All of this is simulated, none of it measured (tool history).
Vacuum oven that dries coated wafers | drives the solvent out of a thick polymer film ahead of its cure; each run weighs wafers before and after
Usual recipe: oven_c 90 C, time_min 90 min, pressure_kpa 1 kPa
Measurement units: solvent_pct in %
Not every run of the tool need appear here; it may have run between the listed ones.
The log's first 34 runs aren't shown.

run,hour,oven_c,time_min,pressure_kpa,hours of work since the thermocouples were calibrated,hours of work since the vacuum gauge was cleaned of residue,solvent_pct
35,1346.6,90,116,0.53,490,905,0.499
36,1383.3,104,82,3.61,505,920,1.027
37,1410.8,91,112,1.67,516,931,0.948
38,1453.4,91,112,1.67,533,948,0.95
39,1501.7,91,112,1.67,553,967,0.94
40,1547.8,91,93,1.71,571,986,1.122
41,1586.3,82,79,2.85,586,1001,3.746
42,1639.3,86,90,1.63,608,1022,1.855
43,1695.2,86,90,1.63,630,1045,1.85
44,1751.7,86,90,1.63,653,1067,1.846
45,1777.6,86,90,1.63,663,1078,1.855
46,1831.7,86,90,1.63,685,1099,1.852

Below are 3 alternative next runs, each starting from the tool's condition after run 46. Predict each:
# hour 1875.3: oven's thermocouples calibrated
A,1885.8,88,90,1,4,1120,?
# hour 1875.3: oven's thermocouples calibrated
B,1885.8,90,56,1,4,1120,?
# hour 1875.3: oven's thermocouples calibrated
C,1885.8,101,71,0.95,4,1120,?

run,solvent_pct
A,1.543
B,2.429
C,0.472
The same runs, with their run-to-run variation unchanged, on a tool lacking any hidden condition would have given:
run,solvent_pct
A,1.356
B,2.217
C,0.389
